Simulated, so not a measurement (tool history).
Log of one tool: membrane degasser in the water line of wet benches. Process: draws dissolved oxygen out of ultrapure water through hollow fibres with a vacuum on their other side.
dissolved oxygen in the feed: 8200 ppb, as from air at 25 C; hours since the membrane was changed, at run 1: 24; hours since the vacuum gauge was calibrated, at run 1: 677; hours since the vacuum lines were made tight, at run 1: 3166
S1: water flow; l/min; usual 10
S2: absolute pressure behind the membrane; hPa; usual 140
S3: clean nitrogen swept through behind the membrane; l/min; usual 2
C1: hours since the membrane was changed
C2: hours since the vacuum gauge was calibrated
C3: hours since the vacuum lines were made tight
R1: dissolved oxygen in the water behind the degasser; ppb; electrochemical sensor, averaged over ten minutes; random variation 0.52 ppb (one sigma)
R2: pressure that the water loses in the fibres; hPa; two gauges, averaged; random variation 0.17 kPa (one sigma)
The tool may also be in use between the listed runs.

run,hour,S1,S2,S3,C1,C2,C3,R1,R2
1,0,10,140,2,24,677,3166,134.3,270.6
2,56.8,10,140,2,80,733,3222,135.3,270.8
3,96.1,10,140,2,120,773,3262,135,273.1
4,132.2,10,140,2,156,809,3298,135,270.1
5,193.1,10,140,2,217,870,3359,135.3,269.8
6,233.3,10,140,2,257,910,3399,135.1,272.4
7,296.6,10,140,2,320,973,3462,134.9,270.6
8,354,10,140,4.13,378,1031,3519,68.1,272
# hour 358.4: vacuum gauge calibrated
9,393.5,10,140,4.13,417,35,3559,69,271.3
10,441,10,143,1.47,464,83,3606,186.4,271.7
# hour 506.8: vacuum gauge calibrated, once more
11,507.7,10,143,1.47,530,1,3672,183.3,274.9
12,578.3,10,143,1.47,601,72,3743,183.5,269.4
13,662.5,6,108,2.24,685,156,3827,51.7,163.4
14,705.6,6,108,2.24,728,199,3870,51.9,163.9
15,785,12,293,2.21,808,278,3950,343.4,326.1
16,829.9,12,293,2.21,852,323,3994,341,330.7
17,908.4,10,288,0.81,931,402,4073,690.5,274.4

Forecast each of these 3 alternatives for the next run:
A,987.3,12,288,3.14,1010,481,4152,?,?
B,987.3,10,292,1.05,1010,481,4152,?,?
C,987.3,13,254,1.31,1010,481,4152,?,?

run,R1,R2
A,243.8,327.3
B,562.7,276.7
C,507.9,356.2
Without the tool's hidden state the same runs would have given:
run,R1,R2
A,240.1,325.1
B,554.5,274.9
C,502.3,353.7
